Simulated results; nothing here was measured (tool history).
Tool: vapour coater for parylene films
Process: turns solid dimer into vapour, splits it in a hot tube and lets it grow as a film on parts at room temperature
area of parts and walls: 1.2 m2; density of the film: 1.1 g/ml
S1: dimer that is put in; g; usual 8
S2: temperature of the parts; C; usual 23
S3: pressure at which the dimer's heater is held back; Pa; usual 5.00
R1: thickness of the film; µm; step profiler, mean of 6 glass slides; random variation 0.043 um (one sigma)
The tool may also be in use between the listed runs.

| run | day | S1 | S2 | S3 | R1 |
|---|---|---|---|---|---|
| 1 | 0.000 | 8 | 23 | 5.00 | 4.71 |
| 2 | 0.979 | 8 | 23 | 5.00 | 4.67 |
| 3 | 2.471 | 8 | 23 | 5.00 | 4.58 |
| 4 | 3.971 | 8 | 23 | 5.00 | 4.65 |
| 5 | 5.146 | 8 | 21 | 5.00 | 4.90 |
| 6 | 6.012 | 4 | 23 | 5.00 | 2.33 |
| 7 | 7.508 | 4 | 23 | 5.00 | 2.25 |
| 8 | 8.567 | 4 | 23 | 5.00 | 2.27 |
| 9 | 9.967 | 8 | 23 | 5.00 | 4.55 |
| 10 | 10.842 | 8 | 23 | 2.28 | 5.07 |
| 11 | 11.588 | 8 | 23 | 9.66 | 4.16 |
| 12 | 12.254 | 8 | 23 | 9.66 | 4.14 |
| 13 | 12.896 | 8 | 23 | 9.66 | 4.13 |
| 14 | 14.433 | 8 | 23 | 9.66 | 4.11 |
| 15 | 15.892 | 8 | 17 | 9.66 | 4.79 |
| 16 | 17.400 | 8 | 17 | 9.66 | 4.74 |
| 17 | 18.450 | 8 | 17 | 9.66 | 4.73 |
| 18 | 19.658 | 8 | 17 | 9.66 | 4.65 |
| 19 | 20.671 | 8 | 17 | 9.66 | 4.66 |
| 20 | 21.804 | 8 | 23 | 5.00 | 4.39 |
| 21 | 22.888 | 8 | 23 | 5.00 | 4.40 |
| 22 | 23.525 | 8 | 23 | 5.00 | 4.36 |
| 23 | 24.767 | 8 | 23 | 5.00 | 4.32 |
| 24 | 25.950 | 8 | 23 | 5.00 | 4.35 |
| 25 | 27.233 | 8 | 21 | 2.95 | 4.83 |
| 26 | 28.146 | 4 | 21 | 9.92 | 2.04 |
|  | 29.379 | trap's valve overhauled |
| 27 | 29.662 | 4 | 17 | 8.15 | 2.20 |
| 28 | 30.879 | 4 | 17 | 8.15 | 2.12 |
| 29 | 31.838 | 8 | 23 | 2.41 | 4.33 |
| 30 | 33.142 | 3 | 23 | 11.50 | 1.31 |
| 31 | 34.112 | 3 | 23 | 11.50 | 1.27 |
| 32 | 35.388 | 10 | 26 | 2.29 | 4.99 |
| 33 | 36.383 | 4 | 24 | 5.00 | 1.91 |
| 34 | 37.067 | 4 | 24 | 5.00 | 1.86 |
|  | 37.692 | trap's valve overhauled, once more |
| 35 | 38.179 | 4 | 24 | 5.00 | 2.30 |
| 36 | 39.025 | 10 | 24 | 2.10 | 6.56 |
| 37 | 40.300 | 8 | 25 | 4.93 | 4.52 |
| 38 | 41.038 | 10 | 25 | 2.86 | 5.96 |
| 39 | 41.996 | 4 | 15 | 2.95 | 2.92 |
| 40 | 43.225 | 9 | 23 | 5.00 | 5.27 |
| 41 | 44.725 | 4 | 34 | 7.08 | 1.62 |
| 42 | 45.879 | 4 | 23 | 11.53 | 2.04 |
| 43 | 47.242 | 5 | 26 | 9.51 | 2.41 |
| 44 | 48.138 | 5 | 32 | 2.12 | 2.55 |
| 45 | 48.846 | 3 | 24 | 2.73 | 1.84 |
| 46 | 49.558 | 14 | 19 | 4.65 | 8.85 |
| 47 | 50.546 | 14 | 19 | 3.34 | 9.35 |

The same runs without the tool's hidden state, with the same run-to-run variation:
The hidden state here: vapour lost through the trap's worn valve, %; true temperature of the parts over the reading, C; drift of the gauge itself on film_um, %.
| run | R1 |
|---|---|
| 1 | 4.71 |
| 2 | 4.69 |
| 3 | 4.62 |
| 4 | 4.72 |
| 5 | 5.00 |
| 6 | 2.38 |
| 7 | 2.32 |
| 8 | 2.35 |
| 9 | 4.72 |
| 10 | 5.27 |
| 11 | 4.34 |
| 12 | 4.33 |
| 13 | 4.33 |
| 14 | 4.33 |
| 15 | 5.08 |
| 16 | 5.05 |
| 17 | 5.05 |
| 18 | 4.99 |
| 19 | 5.02 |
| 20 | 4.75 |
| 21 | 4.78 |
| 22 | 4.75 |
| 23 | 4.73 |
| 24 | 4.78 |
| 25 | 5.33 |
| 26 | 2.27 |
| 27 | 2.63 |
| 28 | 2.55 |
| 29 | 5.22 |
| 30 | 1.59 |
| 31 | 1.55 |
| 32 | 6.10 |
| 33 | 2.35 |
| 34 | 2.30 |
| 35 | 2.29 |
| 36 | 6.56 |
| 37 | 4.54 |
| 38 | 6.01 |
| 39 | 2.97 |
| 40 | 5.35 |
| 41 | 1.66 |
| 42 | 2.09 |
| 43 | 2.48 |
| 44 | 2.63 |
| 45 | 1.91 |
| 46 | 9.19 |
| 47 | 9.74 |

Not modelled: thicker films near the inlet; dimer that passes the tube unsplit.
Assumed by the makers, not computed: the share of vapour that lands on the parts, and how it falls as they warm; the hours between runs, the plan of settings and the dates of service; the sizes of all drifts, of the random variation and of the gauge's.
